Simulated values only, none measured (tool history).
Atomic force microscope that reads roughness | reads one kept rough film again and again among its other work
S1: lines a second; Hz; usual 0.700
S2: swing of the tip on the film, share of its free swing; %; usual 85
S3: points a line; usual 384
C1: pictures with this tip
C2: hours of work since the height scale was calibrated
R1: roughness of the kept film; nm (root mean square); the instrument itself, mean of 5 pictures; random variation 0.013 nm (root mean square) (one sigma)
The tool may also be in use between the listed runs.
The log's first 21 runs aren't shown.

run     day     S1  S2   S3   C1   C2     R1
 22  13.717  0.700  62  384   85   23  2.969
     14.333  -- height scale calibrated on a step standard, once more
 23  14.596  0.700  62  384  119    4  2.907
 24  15.167  2.231  85  384  142   13  2.359
 25  16.025  2.231  85  384  177   27  2.277
 26  16.867  2.231  85  384  211   40  2.200
 27  17.408  1.193  73  521  233   49  2.464
     17.625  -- new tip fitted
 28  18.204  0.784  56  684   24   61  3.266
 29  18.775  0.784  56  684   47   70  3.166
 30  19.258  1.807  85  384   66   77  2.693
 31  19.929  0.615  61  384   94   88  2.991
 32  20.467  0.615  61  384  115   97  2.926
 33  21.046  1.832  79  262  139  106  2.543
 34  21.750  0.924  61  312  167  117  2.755
 35  22.279  1.053  65  414  189  125  2.687
 36  23.188  1.053  65  414  226  140  2.582
     23.579  -- new tip fitted
 37  24.092  1.053  65  414   20  153  3.226
 38  24.733  1.053  65  414   46  164  3.135
 39  25.379  0.700  72  384   73  174  3.033
 40  26.279  0.700  72  384  109  188  2.909
 41  26.942  0.700  72  384  136  199  2.867
 42  27.625  0.700  72  391  164  209  2.746

The next listed run, before its measurement:
 43  28.258  0.700  72  391  189  219   ?

Run 43 gave R1 2.721 nm (root mean square).
Without the tool's hidden state the same run would have given R1 3.312 nm (root mean square).
